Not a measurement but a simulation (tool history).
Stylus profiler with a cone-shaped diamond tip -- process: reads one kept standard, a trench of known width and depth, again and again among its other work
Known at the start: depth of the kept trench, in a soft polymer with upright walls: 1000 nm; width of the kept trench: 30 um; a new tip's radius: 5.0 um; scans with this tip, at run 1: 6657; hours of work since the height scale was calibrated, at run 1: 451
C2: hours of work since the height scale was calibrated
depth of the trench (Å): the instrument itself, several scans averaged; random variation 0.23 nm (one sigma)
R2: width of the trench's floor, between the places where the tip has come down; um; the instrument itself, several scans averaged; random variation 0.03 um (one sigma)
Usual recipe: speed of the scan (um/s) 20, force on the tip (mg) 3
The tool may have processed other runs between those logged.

run 1 hour=0 | speed_of_the_scan_(um/s)=20 force_on_the_tip_(mg)=3 | scans_with_this_tip=6657 C2=451 | depth_of_the_trench_(Å)=10143.5 R2=20.92
run 2 hour=99.4 | speed_of_the_scan_(um/s)=20 force_on_the_tip_(mg)=3 | scans_with_this_tip=7482 C2=507 | depth_of_the_trench_(Å)=10147.8 R2=20.57
run 3 hour=173 | speed_of_the_scan_(um/s)=20 force_on_the_tip_(mg)=3 | scans_with_this_tip=8093 C2=548 | depth_of_the_trench_(Å)=10150.5 R2=20.38
run 4 hour=278.1 | speed_of_the_scan_(um/s)=20 force_on_the_tip_(mg)=3 | scans_with_this_tip=8966 C2=607 | depth_of_the_trench_(Å)=10149.6 R2=20.05
run 5 hour=376 | speed_of_the_scan_(um/s)=20 force_on_the_tip_(mg)=1.5 | scans_with_this_tip=9779 C2=662 | depth_of_the_trench_(Å)=10101.6 R2=19.73
run 6 hour=476.7 | speed_of_the_scan_(um/s)=20 force_on_the_tip_(mg)=1.5 | scans_with_this_tip=10615 C2=719 | depth_of_the_trench_(Å)=10110.6 R2=19.42
-- hour=564.3 new tip fitted, height scale calibrated
run 7 hour=577.8 | speed_of_the_scan_(um/s)=20 force_on_the_tip_(mg)=2.79 | scans_with_this_tip=112 C2=8 | depth_of_the_trench_(Å)=10120.3 R2=23.75
run 8 hour=647.5 | speed_of_the_scan_(um/s)=20 force_on_the_tip_(mg)=3 | scans_with_this_tip=691 C2=47 | depth_of_the_trench_(Å)=10121.9 R2=23.41
run 9 hour=757.1 | speed_of_the_scan_(um/s)=20 force_on_the_tip_(mg)=3 | scans_with_this_tip=1601 C2=108 | depth_of_the_trench_(Å)=10127.2 R2=23.02
run 10 hour=809 | speed_of_the_scan_(um/s)=20 force_on_the_tip_(mg)=3 | scans_with_this_tip=2032 C2=138 | depth_of_the_trench_(Å)=10125.9 R2=22.74
run 11 hour=865.9 | speed_of_the_scan_(um/s)=20 force_on_the_tip_(mg)=3.45 | scans_with_this_tip=2504 C2=170 | depth_of_the_trench_(Å)=10140.9 R2=22.51
run 12 hour=979.5 | speed_of_the_scan_(um/s)=20 force_on_the_tip_(mg)=3.45 | scans_with_this_tip=3448 C2=234 | depth_of_the_trench_(Å)=10143.4 R2=22.14
run 13 hour=1029.7 | speed_of_the_scan_(um/s)=20 force_on_the_tip_(mg)=3.45 | scans_with_this_tip=3865 C2=262 | depth_of_the_trench_(Å)=10143.4 R2=21.99
run 14 hour=1140.6 | speed_of_the_scan_(um/s)=20 force_on_the_tip_(mg)=3.56 | scans_with_this_tip=4786 C2=324 | depth_of_the_trench_(Å)=10151 R2=21.56
run 15 hour=1204 | speed_of_the_scan_(um/s)=20 force_on_the_tip_(mg)=3 | scans_with_this_tip=5312 C2=360 | depth_of_the_trench_(Å)=10137.2 R2=21.23
run 16 hour=1253.3 | speed_of_the_scan_(um/s)=20 force_on_the_tip_(mg)=3 | scans_with_this_tip=5722 C2=387 | depth_of_the_trench_(Å)=10138.1 R2=21.15
run 17 hour=1336 | speed_of_the_scan_(um/s)=20 force_on_the_tip_(mg)=3 | scans_with_this_tip=6408 C2=434 | depth_of_the_trench_(Å)=10142.8 R2=20.8
run 18 hour=1405.7 | speed_of_the_scan_(um/s)=20 force_on_the_tip_(mg)=3 | scans_with_this_tip=6987 C2=473 | depth_of_the_trench_(Å)=10144.4 R2=20.61
run 19 hour=1501.4 | speed_of_the_scan_(um/s)=20 force_on_the_tip_(mg)=3 | scans_with_this_tip=7782 C2=527 | depth_of_the_trench_(Å)=10143.1 R2=20.37
run 20 hour=1599.5 | speed_of_the_scan_(um/s)=7 force_on_the_tip_(mg)=3 | scans_with_this_tip=8597 C2=582 | depth_of_the_trench_(Å)=10151.6 R2=20.16
run 21 hour=1668.9 | speed_of_the_scan_(um/s)=20 force_on_the_tip_(mg)=3 | scans_with_this_tip=9173 C2=621 | depth_of_the_trench_(Å)=10145.5 R2=19.85
run 22 hour=1732.1 | speed_of_the_scan_(um/s)=20 force_on_the_tip_(mg)=3 | scans_with_this_tip=9697 C2=657 | depth_of_the_trench_(Å)=10145.7 R2=19.67
run 23 hour=1778.8 | speed_of_the_scan_(um/s)=20 force_on_the_tip_(mg)=5.7 | scans_with_this_tip=10086 C2=683 | depth_of_the_trench_(Å)=10212.2 R2=19.57
run 24 hour=1837 | speed_of_the_scan_(um/s)=20 force_on_the_tip_(mg)=5.7 | scans_with_this_tip=10569 C2=716 | depth_of_the_trench_(Å)=10214.8 R2=19.39
run 25 hour=1922 | speed_of_the_scan_(um/s)=39 force_on_the_tip_(mg)=3 | scans_with_this_tip=11275 C2=764 | depth_of_the_trench_(Å)=10158.2 R2=19.08
-- hour=1936.7 new tip fitted, height scale calibrated
run 26 hour=2016.6 | speed_of_the_scan_(um/s)=63 force_on_the_tip_(mg)=1.05 | scans_with_this_tip=664 C2=45 | depth_of_the_trench_(Å)=10060.7 R2=23.29
run 27 hour=2077.5 | speed_of_the_scan_(um/s)=63 force_on_the_tip_(mg)=1.05 | scans_with_this_tip=1170 C2=79 | depth_of_the_trench_(Å)=10060.2 R2=23.04
run 28 hour=2191 | speed_of_the_scan_(um/s)=20 force_on_the_tip_(mg)=1.33 | scans_with_this_tip=2112 C2=143 | depth_of_the_trench_(Å)=10074.8 R2=22.78
run 29 hour=2284.3 | speed_of_the_scan_(um/s)=20 force_on_the_tip_(mg)=1.33 | scans_with_this_tip=2887 C2=195 | depth_of_the_trench_(Å)=10075.2 R2=22.41
run 30 hour=2335.8 | speed_of_the_scan_(um/s)=61 force_on_the_tip_(mg)=5.31 | scans_with_this_tip=3314 C2=224 | depth_of_the_trench_(Å)=10185.6 R2=22.17
run 31 hour=2397.1 | speed_of_the_scan_(um/s)=22 force_on_the_tip_(mg)=1.14 | scans_with_this_tip=3823 C2=259 | depth_of_the_trench_(Å)=10072.4 R2=22.01
run 32 hour=2480.5 | speed_of_the_scan_(um/s)=77 force_on_the_tip_(mg)=2.49 | scans_with_this_tip=4516 C2=306 | depth_of_the_trench_(Å)=10118.8 R2=21.53
run 33 hour=2532.3 | speed_of_the_scan_(um/s)=29 force_on_the_tip_(mg)=5.36 | scans_with_this_tip=4946 C2=335 | depth_of_the_trench_(Å)=10192.4 R2=21.57
run 34 hour=2620.8 | speed_of_the_scan_(um/s)=29 force_on_the_tip_(mg)=5.36 | scans_with_this_tip=5681 C2=385 | depth_of_the_trench_(Å)=10198.8 R2=21.25
run 35 hour=2732.6 | speed_of_the_scan_(um/s)=40 force_on_the_tip_(mg)=5.36 | scans_with_this_tip=6609 C2=448 | depth_of_the_trench_(Å)=10195.4 R2=20.81
run 36 hour=2821.1 | speed_of_the_scan_(um/s)=7 force_on_the_tip_(mg)=5.36 | scans_with_this_tip=7345 C2=497 | depth_of_the_trench_(Å)=10200.5 R2=20.59
run 37 hour=2900.9 | speed_of_the_scan_(um/s)=7 force_on_the_tip_(mg)=5.36 | scans_with_this_tip=8007 C2=542 | depth_of_the_trench_(Å)=10202.1 R2=20.41
run 38 hour=2967.6 | speed_of_the_scan_(um/s)=18 force_on_the_tip_(mg)=3.12 | scans_with_this_tip=8561 C2=580 | depth_of_the_trench_(Å)=10147.1 R2=20.15
run 39 hour=3082.9 | speed_of_the_scan_(um/s)=14 force_on_the_tip_(mg)=2.81 | scans_with_this_tip=9518 C2=645 | depth_of_the_trench_(Å)=10141.6 R2=19.82
run 40 hour=3155.5 | speed_of_the_scan_(um/s)=34 force_on_the_tip_(mg)=1.28 | scans_with_this_tip=10121 C2=685 | depth_of_the_trench_(Å)=10099.1 R2=19.46
run 41 hour=3257 | speed_of_the_scan_(um/s)=10 force_on_the_tip_(mg)=3 | scans_with_this_tip=10964 C2=743 | depth_of_the_trench_(Å)=10151.2 R2=19.44
-- hour=3307.2 new tip fitted, height scale calibrated
run 42 hour=3311.2 | speed_of_the_scan_(um/s)=20 force_on_the_tip_(mg)=3.8 | scans_with_this_tip=34 C2=2 | depth_of_the_trench_(Å)=10146.9 R2=23.8
run 43 hour=3414.5 | speed_of_the_scan_(um/s)=76 force_on_the_tip_(mg)=1.67 | scans_with_this_tip=891 C2=60 | depth_of_the_trench_(Å)=10083.4 R2=23.07
run 44 hour=3525.3 | speed_of_the_scan_(um/s)=7 force_on_the_tip_(mg)=4.18 | scans_with_this_tip=1811 C2=123 | depth_of_the_trench_(Å)=10158.1 R2=22.92
run 45 hour=3590.1 | speed_of_the_scan_(um/s)=49 force_on_the_tip_(mg)=3.23 | scans_with_this_tip=2350 C2=159 | depth_of_the_trench_(Å)=10138.7 R2=22.49

Consider 3 possible next runs. They are alternatives, not a sequence: every one starts from the tool as it was left by run 45. What does each give?
run A hour=3637.1 | speed_of_the_scan_(um/s)=8 force_on_the_tip_(mg)=1.68 | scans_with_this_tip=2739 C2=186 | depth_of_the_trench_(Å)=? R2=?
run B hour=3637.1 | speed_of_the_scan_(um/s)=20 force_on_the_tip_(mg)=2.98 | scans_with_this_tip=2739 C2=186 | depth_of_the_trench_(Å)=? R2=?
run C hour=3637.1 | speed_of_the_scan_(um/s)=34 force_on_the_tip_(mg)=3.25 | scans_with_this_tip=2739 C2=186 | depth_of_the_trench_(Å)=? R2=?

run=A depth_of_the_trench_(Å)=10093.8 R2=22.38
run=B depth_of_the_trench_(Å)=10132.8 R2=22.36
run=C depth_of_the_trench_(Å)=10137.9 R2=22.31
Take away the tool's hidden state, keep each run's random variation, and the runs would have read:
run=A depth_of_the_trench_(Å)=10084.4 R2=23.94
run=B depth_of_the_trench_(Å)=10123.3 R2=23.93
run=C depth_of_the_trench_(Å)=10128.5 R2=23.88
